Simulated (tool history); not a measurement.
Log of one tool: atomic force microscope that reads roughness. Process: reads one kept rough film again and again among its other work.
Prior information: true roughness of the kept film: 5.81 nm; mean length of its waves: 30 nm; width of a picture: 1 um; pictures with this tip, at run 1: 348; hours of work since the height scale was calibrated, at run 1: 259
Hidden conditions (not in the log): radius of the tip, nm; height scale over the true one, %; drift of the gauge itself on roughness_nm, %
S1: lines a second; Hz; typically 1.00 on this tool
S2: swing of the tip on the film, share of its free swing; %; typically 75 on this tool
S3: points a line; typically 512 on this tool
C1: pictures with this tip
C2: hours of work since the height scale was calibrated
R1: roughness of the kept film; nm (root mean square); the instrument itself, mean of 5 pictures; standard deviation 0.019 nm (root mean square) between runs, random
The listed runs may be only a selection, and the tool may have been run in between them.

| run | hour | S1 | S2 | S3 | C1 | C2 | R1 |
|---|---|---|---|---|---|---|---|
| 1 | 0.0 | 1.00 | 75 | 512 | 348 | 259 | 4.553 |
| 2 | 14.2 | 1.00 | 75 | 512 | 363 | 266 | 4.567 |
| 3 | 21.9 | 3.22 | 75 | 512 | 371 | 270 | 3.954 |
| 4 | 33.1 | 3.22 | 75 | 512 | 383 | 276 | 3.971 |
| 5 | 46.5 | 3.22 | 75 | 612 | 397 | 282 | 3.985 |
|  | 49.7 | new tip fitted |
| 6 | 55.3 | 1.00 | 63 | 512 | 6 | 286 | 4.712 |
| 7 | 61.5 | 1.00 | 63 | 512 | 13 | 289 | 4.703 |
| 8 | 71.5 | 1.00 | 68 | 512 | 23 | 294 | 4.664 |
| 9 | 80.6 | 1.00 | 68 | 512 | 33 | 299 | 4.698 |
| 10 | 88.8 | 1.00 | 68 | 512 | 41 | 303 | 4.700 |
| 11 | 98.8 | 1.00 | 68 | 512 | 52 | 308 | 4.699 |
| 12 | 108.3 | 0.52 | 75 | 512 | 62 | 313 | 4.745 |
| 13 | 117.1 | 0.52 | 75 | 512 | 71 | 317 | 4.730 |
| 14 | 125.6 | 3.15 | 75 | 512 | 80 | 321 | 3.978 |
| 15 | 133.0 | 1.00 | 75 | 512 | 88 | 325 | 4.550 |
| 16 | 141.0 | 1.00 | 75 | 512 | 96 | 329 | 4.581 |
| 17 | 152.5 | 1.00 | 75 | 512 | 109 | 335 | 4.622 |
| 18 | 159.3 | 1.00 | 71 | 740 | 116 | 338 | 4.674 |
| 19 | 171.7 | 2.60 | 75 | 666 | 129 | 344 | 4.141 |
| 20 | 184.2 | 2.60 | 75 | 666 | 142 | 351 | 4.163 |
| 21 | 190.4 | 2.60 | 75 | 666 | 149 | 354 | 4.140 |
| 22 | 202.2 | 2.60 | 75 | 666 | 161 | 360 | 4.138 |
| 23 | 214.1 | 2.60 | 75 | 666 | 174 | 365 | 4.117 |
| 24 | 224.0 | 2.60 | 75 | 666 | 184 | 370 | 4.164 |
| 25 | 232.8 | 2.60 | 75 | 666 | 193 | 375 | 4.088 |
| 26 | 243.9 | 1.67 | 73 | 337 | 205 | 380 | 4.407 |
| 27 | 254.9 | 3.06 | 73 | 501 | 217 | 386 | 4.096 |
| 28 | 265.6 | 3.33 | 83 | 476 | 228 | 391 | 3.620 |
| 29 | 274.0 | 1.00 | 75 | 784 | 237 | 395 | 4.609 |
| 30 | 282.2 | 3.92 | 87 | 938 | 245 | 399 | 3.233 |
| 31 | 296.3 | 3.92 | 87 | 938 | 260 | 406 | 3.243 |
| 32 | 306.9 | 0.58 | 62 | 376 | 272 | 412 | 4.800 |

Hidden state at the last listed run before each entry between runs and at the first one after, where it differs:
From run 5 to run 6: new tip fitted (hour 49.7)
  radius of the tip, nm: 7.1 -> 7
